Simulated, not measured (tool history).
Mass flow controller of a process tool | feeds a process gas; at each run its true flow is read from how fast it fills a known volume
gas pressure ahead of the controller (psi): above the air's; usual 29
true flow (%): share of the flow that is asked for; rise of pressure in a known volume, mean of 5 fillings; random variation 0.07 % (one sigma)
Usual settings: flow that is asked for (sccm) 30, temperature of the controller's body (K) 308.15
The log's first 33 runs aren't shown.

run	day	flow that is asked for (sccm)	gas pressure ahead of the controller (psi)	temperature of the controller's body (K)	hours of work since the controller was set to zero	hours of work since the controller was changed	true flow (%)
34	394.975	11	21.5	313.15	4767	4767	97.28
35	405.242	11	21.5	313.15	4875	4875	97.33
36	416.788	12	29	308.15	4995	4995	97.1
37	433.038	55	21.3	308.15	5165	5165	98.29
38	443.817	55	21.3	308.15	5278	5278	98.2
39	455.112	30	29	299.15	5396	5396	97.77
40	466.167	30	29	299.15	5512	5512	98.05
41	481.262	88	29	294.15	5670	5670	99.21
42	495.012	88	29	294.15	5814	5814	99.28
43	508.958	12	23.1	309.15	5960	5960	97.02
44	515.783	18	27.3	301.15	6031	6031	97.45
45	529.592	18	27.3	301.15	6176	6176	97.25
46	538.646	56	25.8	308.15	6271	6271	97.75
47	555.292	56	38.1	309.15	6445	6445	97.15

4 ways to go on from here, each from the tool as it stands after run 47. What would each give?
A	567.821	56	38.1	296.15	6576	6576	?
B	567.821	56	33.5	309.15	6576	6576	?
C	567.821	23	23.4	304.15	6576	6576	?
D	567.821	78	38.1	297.15	6576	6576	?

run	true flow (%)
A	97.83
B	97.32
C	97.27
D	98.16
Without the tool's hidden state the same runs would have given:
run	true flow (%)
A	98.87
B	98.35
C	98.31
D	99.2
